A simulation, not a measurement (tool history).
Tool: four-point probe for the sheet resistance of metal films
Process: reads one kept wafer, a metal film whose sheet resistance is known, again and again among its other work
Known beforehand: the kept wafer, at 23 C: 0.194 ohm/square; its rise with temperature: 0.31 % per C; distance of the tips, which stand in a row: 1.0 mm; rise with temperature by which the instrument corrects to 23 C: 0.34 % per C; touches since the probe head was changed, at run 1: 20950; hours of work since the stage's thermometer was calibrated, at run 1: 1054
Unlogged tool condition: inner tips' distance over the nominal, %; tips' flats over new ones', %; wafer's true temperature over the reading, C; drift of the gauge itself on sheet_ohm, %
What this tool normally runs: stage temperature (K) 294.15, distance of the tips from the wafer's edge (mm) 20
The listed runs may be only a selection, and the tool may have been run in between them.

| run | hour | stage temperature (K) | distance of the tips from the wafer's edge (mm) | touches since the probe head was changed | hours of work since the stage's thermometer was calibrated | sheet resistance as the instrument gives it (ohm/square) |
|---|---|---|---|---|---|---|
| 1 | 0.0 | 294.15 | 20 | 20950 | 1054 | 0.194586 |
| 2 | 36.6 | 294.15 | 5 | 21549 | 1071 | 0.198399 |
| 3 | 72.5 | 294.15 | 5 | 22137 | 1087 | 0.198360 |
| 4 | 118.6 | 294.15 | 20 | 22892 | 1108 | 0.194556 |
| 5 | 160.1 | 294.15 | 20 | 23572 | 1127 | 0.194509 |
| 6 | 181.2 | 294.15 | 20 | 23919 | 1136 | 0.194504 |
|  | 186.5 | stage's thermometer calibrated |
| 7 | 230.7 | 294.15 | 20 | 24721 | 20 | 0.194624 |
| 8 | 265.2 | 294.15 | 20 | 25285 | 36 | 0.194681 |
| 9 | 292.3 | 294.15 | 20 | 25729 | 48 | 0.194666 |
|  | 312.2 | stage's thermometer calibrated, once more |
| 10 | 339.6 | 294.15 | 11 | 26497 | 12 | 0.194700 |
| 11 | 371.3 | 294.15 | 11 | 27015 | 27 | 0.194805 |
| 12 | 394.6 | 291.15 | 3 | 27397 | 37 | 0.204944 |
| 13 | 416.3 | 291.15 | 3 | 27752 | 47 | 0.204940 |
| 14 | 460.5 | 299.15 | 22 | 28477 | 67 | 0.193843 |
| 15 | 484.8 | 299.15 | 22 | 28874 | 78 | 0.193772 |
| 16 | 536.8 | 305.15 | 12 | 29726 | 102 | 0.193927 |
| 17 | 587.8 | 304.15 | 26 | 30562 | 125 | 0.193341 |
| 18 | 638.9 | 303.15 | 3 | 31398 | 148 | 0.204199 |
| 19 | 664.8 | 299.15 | 6 | 31822 | 160 | 0.196435 |

For run 20, what comes out?
| 20 | 703.2 | 299.15 | 18 | 32451 | 177 | ? |

Run 20 yielded sheet resistance as the instrument gives it (ohm/square) 0.193893.
Take away the tool's hidden state, keep the run-to-run variation as it was, and the same run would have given sheet resistance as the instrument gives it (ohm/square) 0.194203.
